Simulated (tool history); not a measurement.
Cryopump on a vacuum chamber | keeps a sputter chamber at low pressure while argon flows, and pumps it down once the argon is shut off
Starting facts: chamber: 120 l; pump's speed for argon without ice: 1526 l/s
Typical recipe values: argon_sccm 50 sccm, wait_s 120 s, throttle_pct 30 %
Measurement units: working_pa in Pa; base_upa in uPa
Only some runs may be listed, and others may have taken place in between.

run	day	argon_sccm	wait_s	throttle_pct	working_pa	base_upa
1	0	50	120	30	0.1896	0.6
2	0.338	50	206	30	0.1892	0.48
3	1.025	50	206	30	0.1902	0.49
4	1.704	50	206	45	0.1299	0.48
5	2.129	50	206	45	0.1303	0.53
6	2.721	50	206	45	0.1302	0.54
7	3.354	50	206	45	0.1291	0.55
8	3.808	50	206	18	0.3124	0.57
9	4.404	50	206	18	0.3125	0.54
10	4.85	50	206	18	0.3139	0.55
11	5.2	50	206	18	0.3152	0.53
12	5.625	50	206	18	0.3138	0.51
13	6.129	50	206	18	0.3135	0.6
14	6.688	50	206	18	0.3144	0.57
15	7.375	56	120	30	0.216	0.73
16	7.95	56	120	30	0.2158	0.78
17	8.354	60	33	50	0.1433	1.62
18	8.771	93	33	50	0.2208	1.57
19	9.325	93	33	50	0.2226	1.6
20	9.958	42	146	27	0.1804	0.74
21	10.338	42	146	27	0.1796	0.72
22	10.688	38	160	17	0.2563	0.72
23	11.179	50	40	18	0.3183	1.39
24	11.504	50	40	18	0.3164	1.4
25	11.983	50	212	24	0.2405	0.68
26	12.288	43	188	29	0.1734	0.61
27	12.792	43	188	29	0.1739	0.69
28	13.288	33	203	20	0.1895	0.66
29	13.733	39	120	30	0.153	0.83
30	14.033	50	119	29	0.202	0.8
31	14.429	92	60	24	0.4439	1.14

Each row is a separate what-if for the run after 31, all from the same tool condition, not one after another. Results?
A	14.983	92	60	33	?	?
B	14.983	47	150	53	?	?
C	14.983	92	242	24	?	?
D	14.983	30	120	42	?	?

run	working_pa	base_upa
A	0.3297	1.18
B	0.1096	0.83
C	0.4459	0.72
D	0.0864	0.82
Stripped of hidden state, with their random variation kept, the same runs would have yielded:
run	working_pa	base_upa
A	0.3088	0.87
B	0.0989	0.51
C	0.4251	0.42
D	0.0796	0.52

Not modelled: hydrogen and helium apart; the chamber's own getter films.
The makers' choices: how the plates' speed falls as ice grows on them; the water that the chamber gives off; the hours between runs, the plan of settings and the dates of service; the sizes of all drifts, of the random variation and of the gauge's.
